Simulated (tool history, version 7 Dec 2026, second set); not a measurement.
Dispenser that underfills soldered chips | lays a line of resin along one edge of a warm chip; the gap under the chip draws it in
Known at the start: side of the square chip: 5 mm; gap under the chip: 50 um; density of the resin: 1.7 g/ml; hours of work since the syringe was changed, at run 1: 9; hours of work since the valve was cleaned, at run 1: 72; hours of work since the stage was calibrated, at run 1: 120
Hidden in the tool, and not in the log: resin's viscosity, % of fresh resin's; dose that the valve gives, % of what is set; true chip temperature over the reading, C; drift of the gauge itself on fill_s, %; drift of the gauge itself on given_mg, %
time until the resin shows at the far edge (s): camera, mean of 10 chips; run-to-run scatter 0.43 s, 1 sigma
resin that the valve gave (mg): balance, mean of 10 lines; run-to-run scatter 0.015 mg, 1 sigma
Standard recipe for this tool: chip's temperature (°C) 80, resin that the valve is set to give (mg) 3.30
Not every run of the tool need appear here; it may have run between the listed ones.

run	day	chip's temperature (°C)	resin that the valve is set to give (mg)	hours of work since the syringe was changed	hours of work since the valve was cleaned	hours of work since the stage was calibrated	time until the resin shows at the far edge (s)	resin that the valve gave (mg)
1	0.000	80	3.30	9	72	120	44.8	3.13
2	0.079	80	3.82	10	73	121	45.1	3.57
# day 0.104: new syringe of resin
3	0.242	80	3.82	2	75	123	31.6	3.60
4	0.408	80	3.82	5	78	126	34.4	3.56
# day 0.475: dispensing valve cleaned and set on the balance
5	0.625	80	3.82	7	2	129	39.2	3.80
6	0.796	69	3.30	10	5	131	68.9	3.29
# day 0.846: new syringe of resin
7	0.938	69	3.30	1	7	133	49.4	3.28
8	1.079	69	3.19	4	9	135	53.5	3.17
9	1.267	69	3.19	6	12	138	60.3	3.18
10	1.375	80	3.30	8	14	140	41.5	3.25
11	1.475	80	4.11	10	15	141	44.2	4.04
# day 1.542: new syringe of resin
12	1.625	80	3.86	1	17	144	31.9	3.80
13	1.812	80	3.86	4	20	146	35.6	3.81
14	1.917	92	3.48	6	22	148	23.7	3.41
15	2.075	92	3.48	8	24	150	26.3	3.40
# day 2.246: new syringe of resin
16	2.288	85	2.82	1	27	153	26.5	2.77
17	2.408	91	3.30	2	29	155	22.0	3.23
18	2.596	72	3.97	5	32	158	50.2	3.86
19	2.762	80	3.27	8	34	161	41.0	3.18
20	2.900	72	3.52	10	36	163	59.8	3.41
# day 2.950: new syringe of resin
21	3.083	72	3.52	2	39	165	44.8	3.41
22	3.171	80	4.13	3	40	167	33.7	4.00
23	3.367	81	3.65	6	43	170	36.9	3.53

4 options for the next run, each taken on its own from the tool as it stands now. Forecast them:
A	3.558	80	3.47	9	46	173	?	?
B	3.558	72	2.87	9	46	173	?	?
C	3.558	76	3.64	9	46	173	?	?
D	3.558	86	3.32	9	46	173	?	?

run	time until the resin shows at the far edge (s)	resin that the valve gave (mg)
A	43.3	3.33
B	61.1	2.75
C	49.7	3.48
D	34.8	3.20
Had the tool no hidden state, the same runs would have come out as:
run	time until the resin shows at the far edge (s)	resin that the valve gave (mg)
A	30.3	3.46
B	42.6	2.87
C	34.8	3.62
D	24.3	3.33
